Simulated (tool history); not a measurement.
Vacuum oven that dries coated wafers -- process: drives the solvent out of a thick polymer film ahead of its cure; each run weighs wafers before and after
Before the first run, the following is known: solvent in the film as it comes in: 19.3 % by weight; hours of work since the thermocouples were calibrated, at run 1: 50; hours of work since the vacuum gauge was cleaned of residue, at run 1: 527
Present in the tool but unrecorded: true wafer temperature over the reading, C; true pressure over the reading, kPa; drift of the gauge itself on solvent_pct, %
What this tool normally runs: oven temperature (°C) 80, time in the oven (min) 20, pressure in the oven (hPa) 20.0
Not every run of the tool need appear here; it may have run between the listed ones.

run   hour  oven temperature (°C)  time in the oven (min)  pressure in the oven (hPa)  hours of work since the thermocouples were calibrated  hours of work since the vacuum gauge was cleaned of residue  solvent left in the film (%)
  1    0.0                     80                      20                        20.0                                                     50                                                          527                          1.79
  2   10.0                     80                      11                        20.0                                                     57                                                          534                          3.66
  3   20.4                     80                      11                        20.0                                                     64                                                          542                          3.65
  4   28.6                     80                      20                        14.7                                                     71                                                          548                          1.45
  5   39.6                     80                      17                        20.0                                                     79                                                          556                          2.13
  6   48.0                     80                      17                        14.3                                                     85                                                          562                          1.81
  7   61.4                     80                      20                        20.0                                                     95                                                          572                          1.75
  8   76.7                     80                      24                        20.0                                                    106                                                          583                          1.50
  9   85.9                     72                      29                        22.7                                                    113                                                          590                          2.50
 10   94.5                     72                      29                        22.7                                                    119                                                          596                          2.54
 11  103.5                     72                      29                        22.7                                                    125                                                          603                          2.55
 12  114.3                     74                      23                        44.7                                                    133                                                          611                          4.22

Run 13, settings as shown, results not yet in. Your forecast:
 13  130.4                     74                      23                        44.7                                                    145                                                          623                             ?

Run 13 measured solvent left in the film (%) 4.24.
Take away the tool's hidden state, keep the run-to-run variation as it was, and the same run would have given solvent left in the film (%) 4.24.
